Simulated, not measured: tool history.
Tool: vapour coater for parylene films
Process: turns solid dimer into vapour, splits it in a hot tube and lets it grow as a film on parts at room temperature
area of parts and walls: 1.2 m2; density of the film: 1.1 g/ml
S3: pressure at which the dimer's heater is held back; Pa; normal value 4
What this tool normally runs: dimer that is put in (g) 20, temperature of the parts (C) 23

{"run": 1, "hour": 0.0, "dimer that is put in (g)": 20, "temperature of the parts (C)": 23, "S3": 4, "thickness of the film (µm)": 10.46}
{"run": 2, "hour": 78.3, "dimer that is put in (g)": 20, "temperature of the parts (C)": 23, "S3": 4, "thickness of the film (µm)": 10.5}
{"run": 3, "hour": 134.7, "dimer that is put in (g)": 20, "temperature of the parts (C)": 23, "S3": 4, "thickness of the film (µm)": 10.56}
{"run": 4, "hour": 177.1, "dimer that is put in (g)": 20, "temperature of the parts (C)": 23, "S3": 4, "thickness of the film (µm)": 10.36}
{"hour": 227.5, "done": "trap's valve overhauled"}
{"run": 5, "hour": 261.5, "dimer that is put in (g)": 20, "temperature of the parts (C)": 23, "S3": 4, "thickness of the film (µm)": 10.43}
{"run": 6, "hour": 299.9, "dimer that is put in (g)": 20, "temperature of the parts (C)": 23, "S3": 4, "thickness of the film (µm)": 10.47}
{"run": 7, "hour": 379.2, "dimer that is put in (g)": 20, "temperature of the parts (C)": 23, "S3": 4, "thickness of the film (µm)": 10.56}
{"run": 8, "hour": 427.1, "dimer that is put in (g)": 20, "temperature of the parts (C)": 23, "S3": 4, "thickness of the film (µm)": 10.58}
{"run": 9, "hour": 496.0, "dimer that is put in (g)": 20, "temperature of the parts (C)": 23, "S3": 4, "thickness of the film (µm)": 10.42}
{"run": 10, "hour": 546.8, "dimer that is put in (g)": 20, "temperature of the parts (C)": 23, "S3": 2.33, "thickness of the film (µm)": 11.33}
{"run": 11, "hour": 590.7, "dimer that is put in (g)": 13, "temperature of the parts (C)": 23, "S3": 9.58, "thickness of the film (µm)": 6.02}
{"run": 12, "hour": 641.3, "dimer that is put in (g)": 13, "temperature of the parts (C)": 23, "S3": 9.58, "thickness of the film (µm)": 5.95}
{"run": 13, "hour": 713.5, "dimer that is put in (g)": 10, "temperature of the parts (C)": 25, "S3": 9.58, "thickness of the film (µm)": 4.15}
{"run": 14, "hour": 792.3, "dimer that is put in (g)": 13, "temperature of the parts (C)": 24, "S3": 9.58, "thickness of the film (µm)": 5.64}
{"run": 15, "hour": 863.7, "dimer that is put in (g)": 11, "temperature of the parts (C)": 28, "S3": 2.55, "thickness of the film (µm)": 4.78}
{"run": 16, "hour": 898.2, "dimer that is put in (g)": 11, "temperature of the parts (C)": 16, "S3": 11.93, "thickness of the film (µm)": 6.86}
{"run": 17, "hour": 952.3, "dimer that is put in (g)": 16, "temperature of the parts (C)": 23, "S3": 2.61, "thickness of the film (µm)": 8.95}
{"run": 18, "hour": 1003.5, "dimer that is put in (g)": 35, "temperature of the parts (C)": 23, "S3": 4, "thickness of the film (µm)": 18.57}
{"hour": 1028.7, "done": "trap's valve overhauled"}
{"run": 19, "hour": 1055.4, "dimer that is put in (g)": 22, "temperature of the parts (C)": 34, "S3": 9.39, "thickness of the film (µm)": 5.79}
{"run": 20, "hour": 1117.7, "dimer that is put in (g)": 25, "temperature of the parts (C)": 20, "S3": 11.19, "thickness of the film (µm)": 12.93}

Predict each of these 3 candidate next runs independently; none follows another, all start after run 20:
{"run": "A", "hour": 1162.4, "dimer that is put in (g)": 25, "temperature of the parts (C)": 21, "S3": 11.19, "thickness of the film (µm)": "?"}
{"run": "B", "hour": 1162.4, "dimer that is put in (g)": 25, "temperature of the parts (C)": 20, "S3": 3.78, "thickness of the film (µm)": "?"}
{"run": "C", "hour": 1162.4, "dimer that is put in (g)": 17, "temperature of the parts (C)": 20, "S3": 11.19, "thickness of the film (µm)": "?"}

run=A thickness_of_the_film_(µm)=12.03
run=B thickness_of_the_film_(µm)=15.43
run=C thickness_of_the_film_(µm)=8.71
Stripped of hidden state, with their random variation kept, the same runs would have yielded:
run=A thickness_of_the_film_(µm)=12.03
run=B thickness_of_the_film_(µm)=15.43
run=C thickness_of_the_film_(µm)=8.72

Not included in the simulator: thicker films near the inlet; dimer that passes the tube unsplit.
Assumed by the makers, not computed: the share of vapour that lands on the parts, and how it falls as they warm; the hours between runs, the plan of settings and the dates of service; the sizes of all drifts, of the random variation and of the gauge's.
